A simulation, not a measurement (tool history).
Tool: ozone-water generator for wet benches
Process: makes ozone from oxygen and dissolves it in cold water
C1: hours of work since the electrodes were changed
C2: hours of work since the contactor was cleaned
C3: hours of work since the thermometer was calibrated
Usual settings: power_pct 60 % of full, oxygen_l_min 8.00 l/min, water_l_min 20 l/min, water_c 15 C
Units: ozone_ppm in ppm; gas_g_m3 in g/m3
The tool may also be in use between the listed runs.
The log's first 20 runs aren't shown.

Run 21, hour 3598.9: usual settings but power_pct 80 % of full, oxygen_l_min 10.80 l/min, water_l_min 24 l/min, water_c 8 C; C1 4199; C2 2843; C3 1519. Result: ozone_ppm 34.4 ppm, gas_g_m3 269.5 g/m3.
Run 22, hour 3778.2: usual settings but oxygen_l_min 10.25 l/min, water_l_min 26 l/min, water_c 16 C; C1 4362; C2 3007; C3 1683. Result: ozone_ppm 22.1 ppm, gas_g_m3 219.0 g/m3.
Run 23, hour 3959.1: usual settings but power_pct 71 % of full, oxygen_l_min 8.54 l/min; C1 4527; C2 3171; C3 1848. Result: ozone_ppm 31.8 ppm, gas_g_m3 271.5 g/m3.
Run 24, hour 4129.9: usual settings but power_pct 99 % of full, water_l_min 17 l/min, water_c 16 C; C1 4683; C2 3327; C3 2003. Result: ozone_ppm 45.9 ppm, gas_g_m3 363.7 g/m3.
Run 25, hour 4231.7: usual settings but power_pct 80 % of full, oxygen_l_min 11.14 l/min, water_l_min 17 l/min, water_c 16 C; C1 4776; C2 3420; C3 2096. Result: ozone_ppm 38.3 ppm, gas_g_m3 264.4 g/m3.
Run 26, hour 4448.3: usual settings but power_pct 83 % of full, oxygen_l_min 13.75 l/min, water_l_min 12 l/min, water_c 16 C; C1 4973; C2 3617; C3 2293. Result: ozone_ppm 45.6 ppm, gas_g_m3 247.5 g/m3.
Run 27, hour 4649.8: usual settings but water_l_min 13 l/min, water_c 16 C; C1 5157; C2 3801; C3 2477. Result: ozone_ppm 37.1 ppm, gas_g_m3 243.7 g/m3.
Run 28, hour 4831.5: usual settings but oxygen_l_min 6.23 l/min, water_l_min 18 l/min; C1 5322; C2 3967; C3 2643. Result: ozone_ppm 29.8 ppm, gas_g_m3 272.4 g/m3.
Run 29, hour 5023.6: usual settings but power_pct 91 % of full, oxygen_l_min 4.03 l/min, water_l_min 21 l/min, water_c 12 C; C1 5497; C2 4142; C3 2818. Result: ozone_ppm 35.4 ppm, gas_g_m3 461.2 g/m3.
Run 30, hour 5154.9: usual settings but power_pct 91 % of full, oxygen_l_min 4.03 l/min, water_l_min 21 l/min, water_c 12 C; C1 5617; C2 4261; C3 2937. Result: ozone_ppm 35.8 ppm, gas_g_m3 462.9 g/m3.
Run 31, hour 5278.2: usual settings but power_pct 99 % of full, oxygen_l_min 12.18 l/min, water_l_min 18 l/min; C1 5729; C2 4374; C3 3050. Result: ozone_ppm 43.6 ppm, gas_g_m3 303.8 g/m3.
Run 32, hour 5405.3: usual settings but power_pct 80 % of full, oxygen_l_min 4.01 l/min, water_l_min 32 l/min, water_c 16 C; C1 5845; C2 4489; C3 3166. Result: ozone_ppm 19.8 ppm, gas_g_m3 414.8 g/m3.

Forecast each of these 3 alternatives for the next run:
Run A, hour 5622.4: usual settings but power_pct 41 % of full, oxygen_l_min 7.98 l/min, water_l_min 14 l/min, water_c 16 C; C1 6043; C2 4687; C3 3364. Result: ozone_ppm ?, gas_g_m3 ?.
Run B, hour 5622.4: usual settings but power_pct 80 % of full, oxygen_l_min 4.01 l/min, water_l_min 18 l/min, water_c 16 C; C1 6043; C2 4687; C3 3364. Result: ozone_ppm ?, gas_g_m3 ?.
Run C, hour 5622.4: usual settings but power_pct 45 % of full, oxygen_l_min 4.01 l/min, water_l_min 16 l/min, water_c 17 C; C1 6043; C2 4687; C3 3364. Result: ozone_ppm ?, gas_g_m3 ?.

run  ozone_ppm  gas_g_m3
  A       25.8     177.3
  B       35.8     418.4
  C       24.5     263.6
Without the tool's hidden state the same runs would have given:
run  ozone_ppm  gas_g_m3
  A       25.8     177.4
  B       35.9     418.9
  C       24.5     263.8

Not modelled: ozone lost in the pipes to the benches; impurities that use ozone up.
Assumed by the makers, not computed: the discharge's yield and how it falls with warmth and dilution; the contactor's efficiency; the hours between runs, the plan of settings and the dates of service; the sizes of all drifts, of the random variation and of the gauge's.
